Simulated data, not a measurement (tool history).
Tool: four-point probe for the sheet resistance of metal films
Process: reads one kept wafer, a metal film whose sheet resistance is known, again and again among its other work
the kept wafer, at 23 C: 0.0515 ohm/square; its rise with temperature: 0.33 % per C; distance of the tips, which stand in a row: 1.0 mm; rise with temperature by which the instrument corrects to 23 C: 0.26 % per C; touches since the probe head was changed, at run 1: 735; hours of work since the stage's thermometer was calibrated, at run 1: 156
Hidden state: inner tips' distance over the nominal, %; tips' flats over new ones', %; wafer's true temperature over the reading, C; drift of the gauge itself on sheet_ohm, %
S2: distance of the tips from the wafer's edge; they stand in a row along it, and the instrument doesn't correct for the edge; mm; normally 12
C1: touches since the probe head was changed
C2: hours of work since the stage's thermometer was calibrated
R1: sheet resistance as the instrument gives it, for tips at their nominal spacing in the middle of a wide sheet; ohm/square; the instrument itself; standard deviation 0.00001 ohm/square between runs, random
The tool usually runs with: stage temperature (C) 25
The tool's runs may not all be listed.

{"run": 1, "hour": 0.0, "stage temperature (C)": 25, "S2": 12, "C1": 735, "C2": 156, "R1": 0.051641}
{"run": 2, "hour": 14.3, "stage temperature (C)": 25, "S2": 12, "C1": 1061, "C2": 166, "R1": 0.051667}
{"run": 3, "hour": 33.5, "stage temperature (C)": 25, "S2": 12, "C1": 1500, "C2": 180, "R1": 0.051671}
{"run": 4, "hour": 52.9, "stage temperature (C)": 25, "S2": 12, "C1": 1944, "C2": 194, "R1": 0.05168}
{"run": 5, "hour": 67.9, "stage temperature (C)": 25, "S2": 12, "C1": 2287, "C2": 204, "R1": 0.051669}
{"run": 6, "hour": 76.5, "stage temperature (C)": 25, "S2": 12, "C1": 2483, "C2": 210, "R1": 0.051678}
{"run": 7, "hour": 94.5, "stage temperature (C)": 25, "S2": 19, "C1": 2894, "C2": 223, "R1": 0.051561}
{"run": 8, "hour": 106.5, "stage temperature (C)": 25, "S2": 19, "C1": 3168, "C2": 232, "R1": 0.051556}
{"run": 9, "hour": 121.8, "stage temperature (C)": 25, "S2": 19, "C1": 3517, "C2": 242, "R1": 0.051567}
{"run": 10, "hour": 135.5, "stage temperature (C)": 25, "S2": 32, "C1": 3830, "C2": 252, "R1": 0.051534}
{"run": 11, "hour": 147.0, "stage temperature (C)": 25, "S2": 32, "C1": 4092, "C2": 260, "R1": 0.051504}
{"run": 12, "hour": 165.1, "stage temperature (C)": 25, "S2": 14, "C1": 4505, "C2": 273, "R1": 0.051631}
{"run": 13, "hour": 179.0, "stage temperature (C)": 25, "S2": 14, "C1": 4823, "C2": 283, "R1": 0.051619}
{"run": 14, "hour": 190.3, "stage temperature (C)": 25, "S2": 12, "C1": 5082, "C2": 291, "R1": 0.051669}
{"run": 15, "hour": 207.1, "stage temperature (C)": 25, "S2": 12, "C1": 5465, "C2": 303, "R1": 0.051708}
{"run": 16, "hour": 221.8, "stage temperature (C)": 25, "S2": 12, "C1": 5802, "C2": 313, "R1": 0.051705}
{"run": 17, "hour": 233.1, "stage temperature (C)": 25, "S2": 12, "C1": 6060, "C2": 321, "R1": 0.051682}
{"run": 18, "hour": 251.9, "stage temperature (C)": 25, "S2": 12, "C1": 6490, "C2": 335, "R1": 0.051685}
{"run": 19, "hour": 260.5, "stage temperature (C)": 25, "S2": 12, "C1": 6686, "C2": 341, "R1": 0.051703}
{"run": 20, "hour": 274.3, "stage temperature (C)": 25, "S2": 12, "C1": 7001, "C2": 350, "R1": 0.051688}
{"run": 21, "hour": 284.2, "stage temperature (C)": 26, "S2": 12, "C1": 7227, "C2": 357, "R1": 0.051739}
{"run": 22, "hour": 300.1, "stage temperature (C)": 25, "S2": 12, "C1": 7590, "C2": 369, "R1": 0.05168}
{"run": 23, "hour": 311.4, "stage temperature (C)": 25, "S2": 39, "C1": 7847, "C2": 377, "R1": 0.051514}
{"run": 24, "hour": 330.7, "stage temperature (C)": 25, "S2": 6, "C1": 8288, "C2": 390, "R1": 0.052284}
{"run": 25, "hour": 347.2, "stage temperature (C)": 32, "S2": 4, "C1": 8667, "C2": 402, "R1": 0.05343}
{"run": 26, "hour": 357.9, "stage temperature (C)": 32, "S2": 4, "C1": 8909, "C2": 410, "R1": 0.05343}
{"run": 27, "hour": 375.1, "stage temperature (C)": 33, "S2": 7, "C1": 9303, "C2": 422, "R1": 0.052353}
{"run": 28, "hour": 385.0, "stage temperature (C)": 26, "S2": 60, "C1": 9530, "C2": 429, "R1": 0.051553}
{"run": 29, "hour": 393.9, "stage temperature (C)": 26, "S2": 16, "C1": 9732, "C2": 435, "R1": 0.051654}
{"run": 30, "hour": 408.6, "stage temperature (C)": 31, "S2": 8, "C1": 10067, "C2": 445, "R1": 0.052162}
{"run": 31, "hour": 425.6, "stage temperature (C)": 33, "S2": 4, "C1": 10457, "C2": 457, "R1": 0.053491}
{"run": 32, "hour": 438.2, "stage temperature (C)": 28, "S2": 26, "C1": 10745, "C2": 466, "R1": 0.051655}
{"run": 33, "hour": 448.9, "stage temperature (C)": 23, "S2": 6, "C1": 10989, "C2": 474, "R1": 0.052199}
{"run": 34, "hour": 465.0, "stage temperature (C)": 23, "S2": 6, "C1": 11356, "C2": 485, "R1": 0.052201}
{"run": 35, "hour": 480.0, "stage temperature (C)": 20, "S2": 6, "C1": 11699, "C2": 496, "R1": 0.052107}
{"run": 36, "hour": 498.5, "stage temperature (C)": 25, "S2": 65, "C1": 12122, "C2": 509, "R1": 0.05153}
{"run": 37, "hour": 517.0, "stage temperature (C)": 33, "S2": 11, "C1": 12545, "C2": 522, "R1": 0.05203}
{"run": 38, "hour": 531.2, "stage temperature (C)": 33, "S2": 11, "C1": 12868, "C2": 532, "R1": 0.052036}
{"run": 39, "hour": 550.2, "stage temperature (C)": 27, "S2": 5, "C1": 13302, "C2": 546, "R1": 0.052691}
{"run": 40, "hour": 563.4, "stage temperature (C)": 32, "S2": 12, "C1": 13603, "C2": 555, "R1": 0.051972}
{"run": 41, "hour": 577.8, "stage temperature (C)": 27, "S2": 59, "C1": 13932, "C2": 565, "R1": 0.051619}
{"run": 42, "hour": 586.4, "stage temperature (C)": 31, "S2": 12, "C1": 14128, "C2": 571, "R1": 0.051925}
{"run": 43, "hour": 596.7, "stage temperature (C)": 19, "S2": 12, "C1": 14364, "C2": 578, "R1": 0.051486}
{"run": 44, "hour": 605.3, "stage temperature (C)": 19, "S2": 12, "C1": 14562, "C2": 585, "R1": 0.051514}
{"run": 45, "hour": 619.1, "stage temperature (C)": 19, "S2": 12, "C1": 14875, "C2": 594, "R1": 0.051497}

Some steps in R1, run to run, broken into two amounts with sign: the step expected even without the hidden condition (settings, incoming material, random variation), and the rest, left for the hidden condition together with whatever gauge scatter is not in both the measured and the hidden-condition-free result:
Run 2 -> 3: no setting changed, nothing entered. R1 +0.000004 ohm/square: hidden state +0.000002, all else +0.000002.
Run 21 -> 22: stage temperature (C) 26 -> 25. R1 -0.000059 ohm/square: hidden state +0.000003, all else -0.000062.
Run 24 -> 25: stage temperature (C) 25 -> 32, S2 6 -> 4. R1 +0.001146 ohm/square: hidden state +0.000001, all else +0.001145.
Run 30 -> 31: stage temperature (C) 31 -> 33, S2 8 -> 4. R1 +0.001329 ohm/square: hidden state +0, all else +0.001329.
Run 31 -> 32: stage temperature (C) 33 -> 28, S2 4 -> 26. R1 -0.001836 ohm/square: hidden state +0.000003, all else -0.001839.
